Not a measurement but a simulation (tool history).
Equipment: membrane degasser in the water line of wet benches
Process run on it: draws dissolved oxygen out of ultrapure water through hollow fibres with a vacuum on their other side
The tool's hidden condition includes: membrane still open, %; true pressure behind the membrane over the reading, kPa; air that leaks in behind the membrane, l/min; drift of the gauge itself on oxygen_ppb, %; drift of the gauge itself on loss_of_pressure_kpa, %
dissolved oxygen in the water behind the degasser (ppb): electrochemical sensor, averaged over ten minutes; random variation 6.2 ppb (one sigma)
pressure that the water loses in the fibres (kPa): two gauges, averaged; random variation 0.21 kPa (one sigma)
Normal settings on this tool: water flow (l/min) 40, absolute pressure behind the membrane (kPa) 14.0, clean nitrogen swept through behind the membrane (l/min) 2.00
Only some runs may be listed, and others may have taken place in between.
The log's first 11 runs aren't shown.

run	day	water flow (l/min)	absolute pressure behind the membrane (kPa)	clean nitrogen swept through behind the membrane (l/min)	hours since the membrane was changed	hours since the vacuum gauge was calibrated	hours since the vacuum lines were made tight	dissolved oxygen in the water behind the degasser (ppb)	pressure that the water loses in the fibres (kPa)
# day 64.017: vacuum gauge calibrated
12	68.662	41	10.1	2.00	6129	111	2241	509.5	51.57
13	73.762	41	10.1	2.00	6252	234	2364	508.7	52.06
14	77.654	40	16.1	2.00	6345	327	2457	715.9	50.51
15	83.292	40	9.8	2.00	6480	463	2593	482.7	50.65
16	86.775	40	9.8	2.00	6564	546	2676	480.3	50.60
17	91.783	40	9.8	2.12	6684	666	2796	463.3	50.89
18	95.108	40	25.6	1.39	6764	746	2876	1355.9	50.91
19	101.575	40	25.6	1.39	6919	901	3031	1362.3	50.64
20	109.571	40	20.7	1.04	7111	1093	3223	1347.6	51.15
21	114.117	40	20.7	1.04	7220	1202	3332	1358.9	50.67
22	117.817	40	20.7	1.34	7309	1291	3421	1145.8	50.87
# day 122.075: seals of the vacuum lines changed
23	124.658	44	14.0	2.00	7471	1453	62	755.1	55.91
24	128.279	44	14.7	2.00	7558	1540	149	771.3	55.81
25	133.200	25	14.0	2.00	7676	1658	267	345.5	31.85
26	141.021	48	13.9	4.41	7864	1846	455	592.3	61.72
27	146.779	51	13.9	4.41	8002	1984	593	668.3	65.23
28	153.867	51	13.9	4.41	8172	2154	763	666.3	65.33
29	160.762	51	13.9	4.41	8338	2320	929	670.2	65.48
30	167.204	61	13.9	4.45	8492	2474	1083	885.9	77.89
31	171.321	31	20.1	2.62	8591	2573	1182	530.6	39.76
32	177.733	26	14.0	2.00	8745	2727	1336	361.8	33.65
33	182.100	38	14.0	3.59	8850	2832	1441	438.4	48.46

Branching from run 33: 3 alternative next runs. What would each branch give?
A	186.667	52	16.3	0.98	8959	2942	1550	?	?
B	186.667	42	14.0	0.97	8959	2942	1550	?	?
C	186.667	57	26.0	1.44	8959	2942	1550	?	?

run	dissolved oxygen in the water behind the degasser (ppb)	pressure that the water loses in the fibres (kPa)
A	1486.2	67.32
B	1052.7	54.17
C	1907.2	72.89
Take away the tool's hidden state, keep each run's random variation, and the runs would have read:
run	dissolved oxygen in the water behind the degasser (ppb)	pressure that the water loses in the fibres (kPa)
A	1426.1	63.68
B	1006.3	51.25
C	1845.9	68.92

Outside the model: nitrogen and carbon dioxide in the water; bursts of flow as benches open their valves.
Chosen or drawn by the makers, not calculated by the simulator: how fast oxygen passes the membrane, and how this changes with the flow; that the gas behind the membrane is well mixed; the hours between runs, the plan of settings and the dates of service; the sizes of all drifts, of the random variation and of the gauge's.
